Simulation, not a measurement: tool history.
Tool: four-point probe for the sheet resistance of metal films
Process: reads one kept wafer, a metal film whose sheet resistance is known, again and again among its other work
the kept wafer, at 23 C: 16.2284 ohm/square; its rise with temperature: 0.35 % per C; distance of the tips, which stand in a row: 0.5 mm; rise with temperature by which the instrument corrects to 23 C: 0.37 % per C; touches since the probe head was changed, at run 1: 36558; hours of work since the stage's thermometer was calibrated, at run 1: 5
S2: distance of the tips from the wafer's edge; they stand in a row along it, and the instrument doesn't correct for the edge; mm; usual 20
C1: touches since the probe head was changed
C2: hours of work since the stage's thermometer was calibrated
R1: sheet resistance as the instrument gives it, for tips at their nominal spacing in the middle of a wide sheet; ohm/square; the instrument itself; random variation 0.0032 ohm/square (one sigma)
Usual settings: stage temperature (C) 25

run 1 hour=0 | stage_temperature_(C)=25 S2=20 | C1=36558 C2=5 | R1=16.222836
run 2 hour=14.4 | stage_temperature_(C)=25 S2=4 | C1=37188 C2=14 | R1=16.359452
run 3 hour=27.1 | stage_temperature_(C)=19 S2=20 | C1=37741 C2=22 | R1=16.24574
run 4 hour=43.7 | stage_temperature_(C)=19 S2=20 | C1=38465 C2=32 | R1=16.246256
run 5 hour=54.2 | stage_temperature_(C)=19 S2=20 | C1=38924 C2=39 | R1=16.243123
run 6 hour=76.9 | stage_temperature_(C)=25 S2=20 | C1=39915 C2=53 | R1=16.225521
run 7 hour=93.8 | stage_temperature_(C)=19 S2=20 | C1=40655 C2=63 | R1=16.249008
run 8 hour=107.4 | stage_temperature_(C)=19 S2=20 | C1=41246 C2=72 | R1=16.244807
run 9 hour=132.1 | stage_temperature_(C)=20 S2=15 | C1=42327 C2=87 | R1=16.246626
run 10 hour=154.4 | stage_temperature_(C)=31 S2=60 | C1=43298 C2=101 | R1=16.206682
run 11 hour=173.5 | stage_temperature_(C)=31 S2=60 | C1=44133 C2=113 | R1=16.201436
run 12 hour=196.8 | stage_temperature_(C)=28 S2=6 | C1=45153 C2=127 | R1=16.274606
run 13 hour=207.8 | stage_temperature_(C)=26 S2=5 | C1=45632 C2=134 | R1=16.303577
run 14 hour=222 | stage_temperature_(C)=20 S2=57 | C1=46252 C2=143 | R1=16.230507
run 15 hour=246.3 | stage_temperature_(C)=20 S2=57 | C1=47313 C2=158 | R1=16.237577

Forecast each of these 3 alternatives for the next run:
run A hour=270.3 | stage_temperature_(C)=20 S2=15 | C1=48359 C2=173 | R1=?
run B hour=270.3 | stage_temperature_(C)=31 S2=66 | C1=48359 C2=173 | R1=?
run C hour=270.3 | stage_temperature_(C)=25 S2=66 | C1=48359 C2=173 | R1=?

run=A R1=16.24836
run=B R1=16.205926
run=C R1=16.224738
Without the tool's hidden state the same runs would have given:
run=A R1=16.248588
run=B R1=16.206155
run=C R1=16.224966

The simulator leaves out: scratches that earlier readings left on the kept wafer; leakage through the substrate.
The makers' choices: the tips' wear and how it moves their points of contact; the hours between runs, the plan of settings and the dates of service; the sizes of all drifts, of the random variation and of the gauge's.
